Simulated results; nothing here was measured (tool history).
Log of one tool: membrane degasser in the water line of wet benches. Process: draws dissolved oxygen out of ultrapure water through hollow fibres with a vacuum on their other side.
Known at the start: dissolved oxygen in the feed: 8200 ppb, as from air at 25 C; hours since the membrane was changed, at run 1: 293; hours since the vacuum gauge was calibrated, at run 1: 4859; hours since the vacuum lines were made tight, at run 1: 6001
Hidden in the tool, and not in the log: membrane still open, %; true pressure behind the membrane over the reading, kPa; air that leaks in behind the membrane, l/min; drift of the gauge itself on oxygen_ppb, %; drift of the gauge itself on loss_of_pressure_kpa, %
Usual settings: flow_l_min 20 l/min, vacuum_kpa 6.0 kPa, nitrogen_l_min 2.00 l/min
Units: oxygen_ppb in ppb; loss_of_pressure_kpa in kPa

run	day	flow_l_min	vacuum_kpa	nitrogen_l_min	hours since the membrane was changed	hours since the vacuum gauge was calibrated	hours since the vacuum lines were made tight	oxygen_ppb	loss_of_pressure_kpa
1	0.000	20	6.0	2.00	293	4859	6001	94.5	62.16
2	2.767	20	6.0	2.00	359	4926	6067	95.1	61.32
3	6.896	20	6.0	2.00	458	5025	6166	93.4	61.66
# day 8.638: seals of the vacuum lines changed
4	9.408	20	6.0	2.00	516	5083	18	91.3	61.95
5	14.879	20	6.0	2.00	648	5214	150	90.8	62.23
6	17.621	20	6.0	2.00	714	5280	216	93.1	61.99
7	20.988	20	6.0	2.00	794	5361	296	92.5	61.87
8	24.033	20	8.3	2.00	867	5434	369	147.0	61.94
9	26.996	20	6.3	1.40	938	5505	441	133.8	61.51
10	32.396	18	6.0	2.38	1068	5635	570	73.7	55.82

The next listed run, before its measurement:
11	36.321	14	6.0	3.22	1162	5729	664	?	?

{"run 11": {"oxygen_ppb": 42.8, "loss_of_pressure_kpa": 43.09}}
Without the tool's hidden state the same run would have given oxygen_ppb 36.4 ppb, loss_of_pressure_kpa 42.65 kPa.
